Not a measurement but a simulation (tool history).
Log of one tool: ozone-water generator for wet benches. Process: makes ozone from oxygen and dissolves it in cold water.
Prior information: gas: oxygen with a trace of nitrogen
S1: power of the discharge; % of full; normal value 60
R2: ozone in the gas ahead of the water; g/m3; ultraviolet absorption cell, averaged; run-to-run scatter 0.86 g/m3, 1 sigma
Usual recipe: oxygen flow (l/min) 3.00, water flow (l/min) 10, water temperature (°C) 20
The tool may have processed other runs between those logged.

{"run": 1, "hour": 0.0, "S1": 60, "oxygen flow (l/min)": 3.0, "water flow (l/min)": 10, "water temperature (°C)": 20, "dissolved ozone (ppm)": 13.6, "R2": 140.6}
{"run": 2, "hour": 21.3, "S1": 61, "oxygen flow (l/min)": 3.0, "water flow (l/min)": 10, "water temperature (°C)": 20, "dissolved ozone (ppm)": 14.0, "R2": 141.0}
{"run": 3, "hour": 44.3, "S1": 61, "oxygen flow (l/min)": 3.0, "water flow (l/min)": 10, "water temperature (°C)": 20, "dissolved ozone (ppm)": 13.8, "R2": 141.9}
{"run": 4, "hour": 72.0, "S1": 60, "oxygen flow (l/min)": 3.0, "water flow (l/min)": 10, "water temperature (°C)": 20, "dissolved ozone (ppm)": 13.5, "R2": 141.8}
{"run": 5, "hour": 89.5, "S1": 60, "oxygen flow (l/min)": 3.0, "water flow (l/min)": 10, "water temperature (°C)": 20, "dissolved ozone (ppm)": 13.7, "R2": 139.7}
{"run": 6, "hour": 111.4, "S1": 60, "oxygen flow (l/min)": 3.0, "water flow (l/min)": 6, "water temperature (°C)": 20, "dissolved ozone (ppm)": 19.4, "R2": 138.3}
{"run": 7, "hour": 138.0, "S1": 60, "oxygen flow (l/min)": 3.0, "water flow (l/min)": 6, "water temperature (°C)": 20, "dissolved ozone (ppm)": 19.3, "R2": 140.2}
{"run": 8, "hour": 158.6, "S1": 60, "oxygen flow (l/min)": 3.0, "water flow (l/min)": 6, "water temperature (°C)": 20, "dissolved ozone (ppm)": 18.9, "R2": 139.1}
{"run": 9, "hour": 175.3, "S1": 60, "oxygen flow (l/min)": 3.0, "water flow (l/min)": 10, "water temperature (°C)": 23, "dissolved ozone (ppm)": 13.2, "R2": 139.3}
{"run": 10, "hour": 198.1, "S1": 60, "oxygen flow (l/min)": 3.0, "water flow (l/min)": 10, "water temperature (°C)": 20, "dissolved ozone (ppm)": 13.6, "R2": 140.5}
{"run": 11, "hour": 220.6, "S1": 60, "oxygen flow (l/min)": 3.0, "water flow (l/min)": 10, "water temperature (°C)": 20, "dissolved ozone (ppm)": 13.6, "R2": 139.1}
{"run": 12, "hour": 244.0, "S1": 60, "oxygen flow (l/min)": 3.0, "water flow (l/min)": 10, "water temperature (°C)": 20, "dissolved ozone (ppm)": 13.4, "R2": 138.9}
{"run": 13, "hour": 275.7, "S1": 60, "oxygen flow (l/min)": 3.0, "water flow (l/min)": 10, "water temperature (°C)": 20, "dissolved ozone (ppm)": 13.8, "R2": 137.9}
{"run": 14, "hour": 310.4, "S1": 60, "oxygen flow (l/min)": 3.0, "water flow (l/min)": 10, "water temperature (°C)": 20, "dissolved ozone (ppm)": 13.5, "R2": 139.5}
{"run": 15, "hour": 333.2, "S1": 60, "oxygen flow (l/min)": 3.0, "water flow (l/min)": 10, "water temperature (°C)": 20, "dissolved ozone (ppm)": 13.6, "R2": 137.6}
{"run": 16, "hour": 362.6, "S1": 60, "oxygen flow (l/min)": 3.0, "water flow (l/min)": 10, "water temperature (°C)": 20, "dissolved ozone (ppm)": 13.8, "R2": 138.8}
{"run": 17, "hour": 379.5, "S1": 60, "oxygen flow (l/min)": 3.0, "water flow (l/min)": 10, "water temperature (°C)": 20, "dissolved ozone (ppm)": 13.6, "R2": 139.9}
{"run": 18, "hour": 407.8, "S1": 96, "oxygen flow (l/min)": 3.0, "water flow (l/min)": 8, "water temperature (°C)": 20, "dissolved ozone (ppm)": 21.8, "R2": 193.8}
{"run": 19, "hour": 443.8, "S1": 50, "oxygen flow (l/min)": 3.81, "water flow (l/min)": 12, "water temperature (°C)": 14, "dissolved ozone (ppm)": 11.2, "R2": 105.9}
{"hour": 446.8, "done": "water thermometer calibrated"}
{"run": 20, "hour": 466.9, "S1": 60, "oxygen flow (l/min)": 3.0, "water flow (l/min)": 9, "water temperature (°C)": 19, "dissolved ozone (ppm)": 14.9, "R2": 138.6}
{"run": 21, "hour": 506.9, "S1": 60, "oxygen flow (l/min)": 3.0, "water flow (l/min)": 9, "water temperature (°C)": 19, "dissolved ozone (ppm)": 14.8, "R2": 138.3}
{"hour": 509.4, "done": "water thermometer calibrated, once more"}
{"run": 22, "hour": 534.3, "S1": 60, "oxygen flow (l/min)": 3.0, "water flow (l/min)": 9, "water temperature (°C)": 19, "dissolved ozone (ppm)": 14.8, "R2": 137.5}
{"run": 23, "hour": 559.3, "S1": 60, "oxygen flow (l/min)": 3.0, "water flow (l/min)": 9, "water temperature (°C)": 15, "dissolved ozone (ppm)": 16.1, "R2": 137.2}
{"run": 24, "hour": 590.7, "S1": 60, "oxygen flow (l/min)": 3.0, "water flow (l/min)": 13, "water temperature (°C)": 14, "dissolved ozone (ppm)": 11.9, "R2": 139.7}
{"run": 25, "hour": 614.4, "S1": 87, "oxygen flow (l/min)": 2.44, "water flow (l/min)": 13, "water temperature (°C)": 21, "dissolved ozone (ppm)": 13.9, "R2": 202.9}
{"run": 26, "hour": 638.8, "S1": 76, "oxygen flow (l/min)": 3.6, "water flow (l/min)": 6, "water temperature (°C)": 24, "dissolved ozone (ppm)": 19.5, "R2": 145.4}
{"run": 27, "hour": 669.0, "S1": 76, "oxygen flow (l/min)": 2.31, "water flow (l/min)": 6, "water temperature (°C)": 17, "dissolved ozone (ppm)": 24.9, "R2": 190.4}
{"run": 28, "hour": 686.8, "S1": 76, "oxygen flow (l/min)": 2.31, "water flow (l/min)": 6, "water temperature (°C)": 17, "dissolved ozone (ppm)": 25.1, "R2": 191.5}
{"run": 29, "hour": 726.1, "S1": 76, "oxygen flow (l/min)": 2.31, "water flow (l/min)": 6, "water temperature (°C)": 17, "dissolved ozone (ppm)": 24.9, "R2": 193.0}
{"run": 30, "hour": 766.4, "S1": 76, "oxygen flow (l/min)": 2.31, "water flow (l/min)": 8, "water temperature (°C)": 14, "dissolved ozone (ppm)": 21.4, "R2": 191.0}
{"run": 31, "hour": 796.7, "S1": 60, "oxygen flow (l/min)": 2.91, "water flow (l/min)": 14, "water temperature (°C)": 20, "dissolved ozone (ppm)": 10.5, "R2": 138.6}
{"run": 32, "hour": 831.2, "S1": 91, "oxygen flow (l/min)": 3.13, "water flow (l/min)": 7, "water temperature (°C)": 26, "dissolved ozone (ppm)": 20.2, "R2": 178.5}
{"run": 33, "hour": 859.6, "S1": 91, "oxygen flow (l/min)": 3.13, "water flow (l/min)": 7, "water temperature (°C)": 26, "dissolved ozone (ppm)": 20.5, "R2": 178.1}

Alternative continuations, all from the tool just after run 33; predict every row:
{"run": "A", "hour": 875.9, "S1": 94, "oxygen flow (l/min)": 2.55, "water flow (l/min)": 7, "water temperature (°C)": 18, "dissolved ozone (ppm)": "?", "R2": "?"}
{"run": "B", "hour": 875.9, "S1": 71, "oxygen flow (l/min)": 2.47, "water flow (l/min)": 10, "water temperature (°C)": 26, "dissolved ozone (ppm)": "?", "R2": "?"}
{"run": "C", "hour": 875.9, "S1": 44, "oxygen flow (l/min)": 2.83, "water flow (l/min)": 7, "water temperature (°C)": 26, "dissolved ozone (ppm)": "?", "R2": "?"}

run=A dissolved_ozone_(ppm)=24.8 R2=207.6
run=B dissolved_ozone_(ppm)=14.2 R2=174.8
run=C dissolved_ozone_(ppm)=12.7 R2=116.8
Take away the tool's hidden state, keep each run's random variation, and the runs would have read:
run=A dissolved_ozone_(ppm)=27.4 R2=213.8
run=B dissolved_ozone_(ppm)=15.7 R2=179.2
run=C dissolved_ozone_(ppm)=13.9 R2=118.8

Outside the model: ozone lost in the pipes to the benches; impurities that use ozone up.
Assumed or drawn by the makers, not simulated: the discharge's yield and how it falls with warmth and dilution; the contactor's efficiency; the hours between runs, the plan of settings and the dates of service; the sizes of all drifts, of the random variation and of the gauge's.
